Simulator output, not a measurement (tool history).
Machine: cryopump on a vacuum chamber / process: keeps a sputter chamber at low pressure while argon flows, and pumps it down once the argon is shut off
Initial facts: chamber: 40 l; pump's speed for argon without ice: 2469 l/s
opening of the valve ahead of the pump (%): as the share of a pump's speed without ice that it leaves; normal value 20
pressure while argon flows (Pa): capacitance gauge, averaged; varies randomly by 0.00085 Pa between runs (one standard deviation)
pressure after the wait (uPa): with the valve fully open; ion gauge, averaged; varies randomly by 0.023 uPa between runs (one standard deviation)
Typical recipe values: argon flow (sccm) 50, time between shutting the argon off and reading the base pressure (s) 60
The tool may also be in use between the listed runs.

run   hour  argon flow (sccm)  time between shutting the argon off and reading the base pressure (s)  opening of the valve ahead of the pump (%)  pressure while argon flows (Pa)  pressure after the wait (uPa)
  1      0                 50                                                                     60                                          20                           0.1758                            1.1
  2     13                 50                                                                     60                                          20                           0.1747                           1.04
  3   23.5                 47                                                                     60                                          20                            0.164                           1.07
  4     38                 47                                                                     60                                          19                            0.174                           1.07
  5   54.9                 50                                                                    112                                          20                           0.1752                           0.86
  6   73.1                 94                                                                     60                                          20                           0.3303                           1.11
  7   88.5                 51                                                                     60                                          20                           0.1799                           1.13
  8    106                 51                                                                     60                                          20                           0.1803                            1.1
  9  116.5                 51                                                                     60                                          20                           0.1792                           1.17
 10  127.7                 50                                                                     38                                          19                           0.1846                           1.44
 11  135.9                 86                                                                    178                                          15                           0.4015                           0.77
 12  144.3                 86                                                                    178                                          15                           0.4019                           0.74
 13  161.8                 86                                                                    178                                          15                           0.4029                           0.74
 14  173.7                 36                                                                    122                                          20                           0.1274                           0.84
 15  186.1                 36                                                                    122                                          20                            0.127                           0.88
 16  205.6                 32                                                                     60                                          31                           0.0747                           1.18
 17  223.5                 32                                                                     60                                          31                           0.0752                           1.16
 18  237.5                 21                                                                     30                                          30                           0.0514                           1.75

Same runs, no hidden state in the tool, same run-to-run variation:
The tool's hidden condition here consists of: pump's speed, % of a pump's without ice; cold plate's temperature, K; leak into the chamber, uPa l/s; drift of the gauge itself on working_pa, %; drift of the gauge itself on base_upa, %.
run  pressure while argon flows (Pa)  pressure after the wait (uPa)
  1                           0.1724                           0.72
  2                           0.1711                           0.67
  3                           0.1605                            0.7
  4                           0.1702                           0.69
  5                            0.171                           0.46
  6                           0.3218                           0.71
  7                           0.1751                           0.71
  8                           0.1751                            0.7
  9                           0.1739                           0.74
 10                           0.1792                           1.02
 11                           0.3919                           0.33
 12                           0.3921                           0.31
 13                           0.3926                            0.3
 14                           0.1229                            0.4
 15                           0.1224                           0.42
 16                           0.0704                           0.71
 17                           0.0706                           0.69
 18                           0.0483                           1.26
